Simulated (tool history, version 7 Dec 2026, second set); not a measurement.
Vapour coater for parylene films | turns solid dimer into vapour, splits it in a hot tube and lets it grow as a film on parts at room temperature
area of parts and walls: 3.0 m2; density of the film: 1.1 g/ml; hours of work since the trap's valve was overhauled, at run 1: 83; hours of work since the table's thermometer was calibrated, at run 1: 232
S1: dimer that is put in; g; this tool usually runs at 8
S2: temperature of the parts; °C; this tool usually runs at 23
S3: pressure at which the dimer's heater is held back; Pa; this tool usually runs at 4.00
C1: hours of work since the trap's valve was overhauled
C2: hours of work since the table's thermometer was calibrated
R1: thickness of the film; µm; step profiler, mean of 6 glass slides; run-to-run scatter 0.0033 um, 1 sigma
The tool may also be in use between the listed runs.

run   hour  S1  S2    S3   C1   C2     R1
  1    0.0   8  23  4.00   83  232  1.318
  2   34.1   8  23  4.00   98  248  1.318
  3   57.8   8  23  4.00  109  259  1.318
  4   78.8   8  23  4.00  119  268  1.309
  5  109.2   8  23  4.01  133  282  1.318
  6  132.7   8  23  4.01  144  293  1.306
  7  167.0   8  23  4.01  159  309  1.313
  8  200.3   8  23  4.01  175  324  1.307
  9  231.2   8  23  4.01  189  338  1.306
 10  247.6   8  23  8.30  196  346  1.209
 11  265.7   8  25  4.00  205  354  1.234
 12  297.1   8  25  4.00  219  368  1.234
 13  320.6   8  25  4.00  230  379  1.239
 14  339.8   8  25  4.00  239  388  1.231
 15  365.8   8  25  4.00  251  400  1.237
 16  393.8   8  31  6.82  263  413  1.006
 17  413.3   5  22  2.45  272  422  0.872
 18  432.0   5  22  2.45  281  430  0.871
 19  448.6   4  18  2.45  289  438  0.775
 20  479.4   4  18  2.45  303  452  0.771
 21  504.1   5  18  3.51  314  463  0.927
 22  527.0   5  18  3.51  324  474  0.922
 23  554.6   5  18  3.51  337  486  0.923
 24  569.5  12  22  2.39  344  493  2.084
 25  595.4  12  22  2.39  356  505  2.086
 26  626.0   6  23  8.01  370  519  0.906
 27  652.9   8  23  7.23  382  532  1.209
 28  672.4   9  15  2.61  391  540  1.845
 29  688.8   5  35  5.03  399  548  0.576

4 ways to go on from here, each from the tool as it stands after run 29. What would each give?
  A  721.3   9  17  4.02  414  563   ?
  B  721.3  14  27  2.27  414  563   ?
  C  721.3   5  35  9.41  414  563   ?
  D  721.3   6  32  8.01  414  563   ?

run     R1
  A  1.681
  B  2.145
  C  0.549
  D  0.720
What these runs would have given with no unlogged condition in the tool:
run     R1
  A  1.737
  B  2.217
  C  0.567
  D  0.745
